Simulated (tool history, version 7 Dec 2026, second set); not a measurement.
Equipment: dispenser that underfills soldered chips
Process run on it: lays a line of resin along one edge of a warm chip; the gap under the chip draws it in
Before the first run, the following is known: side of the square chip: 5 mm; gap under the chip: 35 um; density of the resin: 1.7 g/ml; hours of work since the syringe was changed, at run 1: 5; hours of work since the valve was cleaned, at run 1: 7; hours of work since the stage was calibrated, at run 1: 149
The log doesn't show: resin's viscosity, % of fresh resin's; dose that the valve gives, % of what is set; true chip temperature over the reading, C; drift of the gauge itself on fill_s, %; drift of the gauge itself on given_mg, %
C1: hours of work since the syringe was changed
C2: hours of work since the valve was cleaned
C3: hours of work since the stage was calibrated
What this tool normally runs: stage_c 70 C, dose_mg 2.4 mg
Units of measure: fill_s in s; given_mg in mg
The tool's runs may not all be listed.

{"run": 1, "hour": 0.0, "stage_c": 70, "dose_mg": 2.4, "C1": 5, "C2": 7, "C3": 149, "fill_s": 65.9, "given_mg": 2.384}
{"hour": 3.4, "done": "new syringe of resin"}
{"run": 2, "hour": 5.6, "stage_c": 70, "dose_mg": 2.4, "C1": 1, "C2": 10, "C3": 153, "fill_s": 58.2, "given_mg": 2.387}
{"run": 3, "hour": 10.5, "stage_c": 70, "dose_mg": 2.4, "C1": 5, "C2": 14, "C3": 156, "fill_s": 65.1, "given_mg": 2.362}
{"hour": 14.1, "done": "new syringe of resin"}
{"run": 4, "hour": 16.7, "stage_c": 70, "dose_mg": 2.4, "C1": 2, "C2": 18, "C3": 160, "fill_s": 59.3, "given_mg": 2.359}
{"run": 5, "hour": 19.9, "stage_c": 70, "dose_mg": 2.4, "C1": 4, "C2": 20, "C3": 162, "fill_s": 63.5, "given_mg": 2.357}
{"hour": 24.6, "done": "new syringe of resin"}
{"run": 6, "hour": 26.5, "stage_c": 70, "dose_mg": 2.4, "C1": 1, "C2": 24, "C3": 167, "fill_s": 57.8, "given_mg": 2.352}
{"run": 7, "hour": 32.6, "stage_c": 70, "dose_mg": 2.4, "C1": 5, "C2": 28, "C3": 171, "fill_s": 66.1, "given_mg": 2.33}
{"hour": 35.3, "done": "new syringe of resin"}
{"run": 8, "hour": 37.1, "stage_c": 59, "dose_mg": 2.4, "C1": 1, "C2": 31, "C3": 174, "fill_s": 85.5, "given_mg": 2.331}
{"run": 9, "hour": 43.2, "stage_c": 59, "dose_mg": 2.4, "C1": 5, "C2": 36, "C3": 178, "fill_s": 97.9, "given_mg": 2.339}
{"hour": 45.7, "done": "new syringe of resin"}
{"run": 10, "hour": 48.0, "stage_c": 69, "dose_mg": 2.4, "C1": 2, "C2": 39, "C3": 181, "fill_s": 60.8, "given_mg": 2.323}
{"run": 11, "hour": 54.6, "stage_c": 69, "dose_mg": 2.4, "C1": 6, "C2": 43, "C3": 186, "fill_s": 70.1, "given_mg": 2.317}
{"hour": 56.3, "done": "new syringe of resin"}
{"run": 12, "hour": 60.6, "stage_c": 69, "dose_mg": 2.56, "C1": 3, "C2": 47, "C3": 190, "fill_s": 61.5, "given_mg": 2.456}
{"hour": 66.8, "done": "new syringe of resin"}
{"run": 13, "hour": 67.1, "stage_c": 69, "dose_mg": 2.56, "C1": 0, "C2": 51, "C3": 194, "fill_s": 57.9, "given_mg": 2.453}
{"run": 14, "hour": 70.9, "stage_c": 69, "dose_mg": 2.56, "C1": 3, "C2": 54, "C3": 196, "fill_s": 62, "given_mg": 2.444}
{"run": 15, "hour": 74.9, "stage_c": 72, "dose_mg": 2.55, "C1": 6, "C2": 57, "C3": 199, "fill_s": 62.1, "given_mg": 2.431}
{"hour": 77.3, "done": "new syringe of resin"}
{"run": 16, "hour": 79.8, "stage_c": 72, "dose_mg": 2.55, "C1": 2, "C2": 60, "C3": 202, "fill_s": 52.5, "given_mg": 2.438}
{"run": 17, "hour": 83.7, "stage_c": 82, "dose_mg": 2.81, "C1": 4, "C2": 63, "C3": 205, "fill_s": 40.9, "given_mg": 2.672}
{"hour": 87.8, "done": "new syringe of resin"}
{"run": 18, "hour": 89.3, "stage_c": 82, "dose_mg": 2.81, "C1": 1, "C2": 66, "C3": 209, "fill_s": 38, "given_mg": 2.665}
{"run": 19, "hour": 93.4, "stage_c": 70, "dose_mg": 2.03, "C1": 4, "C2": 69, "C3": 212, "fill_s": 66.6, "given_mg": 1.911}
{"hour": 98.2, "done": "new syringe of resin"}
{"run": 20, "hour": 98.4, "stage_c": 70, "dose_mg": 2.03, "C1": 0, "C2": 72, "C3": 215, "fill_s": 58.5, "given_mg": 1.913}
{"run": 21, "hour": 103.1, "stage_c": 63, "dose_mg": 2.59, "C1": 3, "C2": 76, "C3": 218, "fill_s": 78.3, "given_mg": 2.439}
{"run": 22, "hour": 108.2, "stage_c": 56, "dose_mg": 2.08, "C1": 7, "C2": 79, "C3": 222, "fill_s": 118, "given_mg": 1.949}
{"hour": 108.8, "done": "new syringe of resin"}
{"run": 23, "hour": 111.5, "stage_c": 69, "dose_mg": 2.31, "C1": 2, "C2": 81, "C3": 224, "fill_s": 61.3, "given_mg": 2.16}
{"run": 24, "hour": 114.3, "stage_c": 76, "dose_mg": 3.02, "C1": 4, "C2": 83, "C3": 226, "fill_s": 50.1, "given_mg": 2.838}
{"hour": 119.2, "done": "new syringe of resin"}
{"run": 25, "hour": 120.0, "stage_c": 82, "dose_mg": 2.12, "C1": 1, "C2": 87, "C3": 229, "fill_s": 39.6, "given_mg": 1.999}

What if the next run were any one of these 4? Each begins from the tool's condition after run 25:
{"run": "A", "hour": 125.9, "stage_c": 78, "dose_mg": 2.51, "C1": 5, "C2": 91, "C3": 233, "fill_s": "?", "given_mg": "?"}
{"run": "B", "hour": 125.9, "stage_c": 58, "dose_mg": 2.19, "C1": 5, "C2": 91, "C3": 233, "fill_s": "?", "given_mg": "?"}
{"run": "C", "hour": 125.9, "stage_c": 59, "dose_mg": 2.4, "C1": 5, "C2": 91, "C3": 233, "fill_s": "?", "given_mg": "?"}
{"run": "D", "hour": 125.9, "stage_c": 82, "dose_mg": 2.54, "C1": 5, "C2": 91, "C3": 233, "fill_s": "?", "given_mg": "?"}

run=A fill_s=48.3 given_mg=2.341
run=B fill_s=101 given_mg=2.032
run=C fill_s=94 given_mg=2.233
run=D fill_s=42.6 given_mg=2.372
Without the tool's unlogged condition, the same runs would have read:
run=A fill_s=44 given_mg=2.517
run=B fill_s=91.8 given_mg=2.185
run=C fill_s=85.9 given_mg=2.401
run=D fill_s=38.7 given_mg=2.55
